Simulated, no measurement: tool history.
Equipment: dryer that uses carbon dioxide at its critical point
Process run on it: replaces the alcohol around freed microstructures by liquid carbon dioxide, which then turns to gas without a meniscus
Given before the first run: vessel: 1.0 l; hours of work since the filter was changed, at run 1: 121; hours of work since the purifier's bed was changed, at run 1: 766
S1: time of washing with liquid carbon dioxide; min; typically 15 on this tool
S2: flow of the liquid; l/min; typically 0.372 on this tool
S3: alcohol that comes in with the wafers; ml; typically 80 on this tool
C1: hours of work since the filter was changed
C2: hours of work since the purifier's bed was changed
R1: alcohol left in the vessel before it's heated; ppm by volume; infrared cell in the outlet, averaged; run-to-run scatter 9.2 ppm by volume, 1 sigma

run 1 hour=0.0 | S1=15 S2=0.372 S3=80 | C1=121 C2=766 | R1=853
run 2 hour=39.7 | S1=15 S2=0.372 S3=80 | C1=135 C2=781 | R1=849
run 3 hour=72.0 | S1=15 S2=0.372 S3=80 | C1=147 C2=793 | R1=884
run 4 hour=97.4 | S1=15 S2=0.372 S3=38 | C1=157 C2=802 | R1=514
run 5 hour=158.9 | S1=15 S2=0.488 S3=80 | C1=179 C2=824 | R1=347
run 6 hour=207.1 | S1=15 S2=0.488 S3=80 | C1=197 C2=842 | R1=344
run 7 hour=249.3 | S1=15 S2=0.488 S3=80 | C1=212 C2=858 | R1=382
run 8 hour=277.4 | S1=15 S2=0.488 S3=80 | C1=223 C2=868 | R1=379
run 9 hour=338.0 | S1=15 S2=0.462 S3=80 | C1=245 C2=890 | R1=468
run 10 hour=370.9 | S1=15 S2=0.462 S3=71 | C1=257 C2=902 | R1=441
run 11 hour=427.3 | S1=15 S2=0.462 S3=71 | C1=278 C2=923 | R1=472
run 12 hour=479.9 | S1=15 S2=0.462 S3=71 | C1=297 C2=942 | R1=499
run 13 hour=536.0 | S1=13 S2=0.372 S3=80 | C1=317 C2=963 | R1=2029
run 14 hour=569.5 | S1=13 S2=0.372 S3=80 | C1=330 C2=975 | R1=2108
run 15 hour=624.5 | S1=13 S2=0.372 S3=80 | C1=350 C2=995 | R1=2133
run 16 hour=678.8 | S1=13 S2=0.372 S3=80 | C1=370 C2=1015 | R1=2262
run 17 hour=708.0 | S1=23 S2=0.372 S3=80 | C1=380 C2=1026 | R1=330
run 18 hour=767.1 | S1=23 S2=0.372 S3=80 | C1=402 C2=1047 | R1=340
-- hour=788.7 inlet filter changed
run 19 hour=812.4 | S1=15 S2=0.372 S3=80 | C1=9 C2=1064 | R1=734
run 20 hour=866.6 | S1=15 S2=0.263 S3=80 | C1=29 C2=1084 | R1=2634
run 21 hour=926.9 | S1=18 S2=0.263 S3=80 | C1=51 C2=1106 | R1=1488
run 22 hour=976.2 | S1=15 S2=0.395 S3=80 | C1=69 C2=1124 | R1=652
run 23 hour=1018.7 | S1=15 S2=0.236 S3=80 | C1=84 C2=1139 | R1=4001
run 24 hour=1044.4 | S1=23 S2=0.236 S3=80 | C1=94 C2=1149 | R1=1000
run 25 hour=1086.4 | S1=23 S2=0.236 S3=80 | C1=109 C2=1164 | R1=1011
run 26 hour=1131.6 | S1=23 S2=0.236 S3=80 | C1=126 C2=1181 | R1=1034
run 27 hour=1156.7 | S1=23 S2=0.236 S3=80 | C1=135 C2=1190 | R1=1051
run 28 hour=1200.3 | S1=22 S2=0.445 S3=111 | C1=151 C2=1206 | R1=270
run 29 hour=1259.9 | S1=22 S2=0.317 S3=95 | C1=173 C2=1228 | R1=520
run 30 hour=1288.6 | S1=22 S2=0.279 S3=23 | C1=183 C2=1238 | R1=400
run 31 hour=1322.3 | S1=15 S2=0.372 S3=64 | C1=196 C2=1251 | R1=878
run 32 hour=1358.5 | S1=15 S2=0.604 S3=67 | C1=209 C2=1264 | R1=293
run 33 hour=1404.1 | S1=22 S2=0.604 S3=92 | C1=226 C2=1281 | R1=260
run 34 hour=1452.5 | S1=15 S2=0.347 S3=84 | C1=243 C2=1298 | R1=1477
run 35 hour=1485.4 | S1=15 S2=0.372 S3=27 | C1=255 C2=1310 | R1=564
run 36 hour=1518.2 | S1=15 S2=0.372 S3=27 | C1=267 C2=1322 | R1=579
run 37 hour=1578.0 | S1=23 S2=0.625 S3=95 | C1=289 C2=1344 | R1=264
run 38 hour=1639.1 | S1=11 S2=0.348 S3=80 | C1=312 C2=1367 | R1=4221
run 39 hour=1693.2 | S1=10 S2=0.362 S3=29 | C1=332 C2=1387 | R1=2071
run 40 hour=1728.1 | S1=10 S2=0.362 S3=29 | C1=344 C2=1399 | R1=2090
run 41 hour=1773.8 | S1=15 S2=0.381 S3=27 | C1=361 C2=1416 | R1=599
run 42 hour=1809.1 | S1=22 S2=0.372 S3=80 | C1=374 C2=1429 | R1=435
-- hour=1853.2 purifier's bed changed
run 43 hour=1871.2 | S1=16 S2=0.610 S3=59 | C1=396 C2=7 | R1=38
run 44 hour=1898.5 | S1=9 S2=0.610 S3=59 | C1=406 C2=17 | R1=916
-- hour=1910.8 inlet filter changed
run 45 hour=1932.9 | S1=16 S2=0.610 S3=55 | C1=8 C2=29 | R1=19
run 46 hour=1965.8 | S1=19 S2=0.297 S3=37 | C1=20 C2=41 | R1=260

4 ways to go on from here, each from the tool as it stands after run 46. What would each give?
run A hour=1996.6 | S1=15 S2=0.414 S3=48 | C1=31 C2=52 | R1=?
run B hour=1996.6 | S1=13 S2=0.458 S3=80 | C1=31 C2=52 | R1=?
run C hour=1996.6 | S1=19 S2=0.288 S3=62 | C1=31 C2=52 | R1=?
run D hour=1996.6 | S1=10 S2=0.372 S3=110 | C1=31 C2=52 | R1=?

run=A R1=200
run=B R1=399
run=C R1=508
run=D R1=4043
Had the tool no hidden state, the same runs would have come out as:
run=A R1=172
run=B R1=354
run=C R1=458
run=D R1=3807
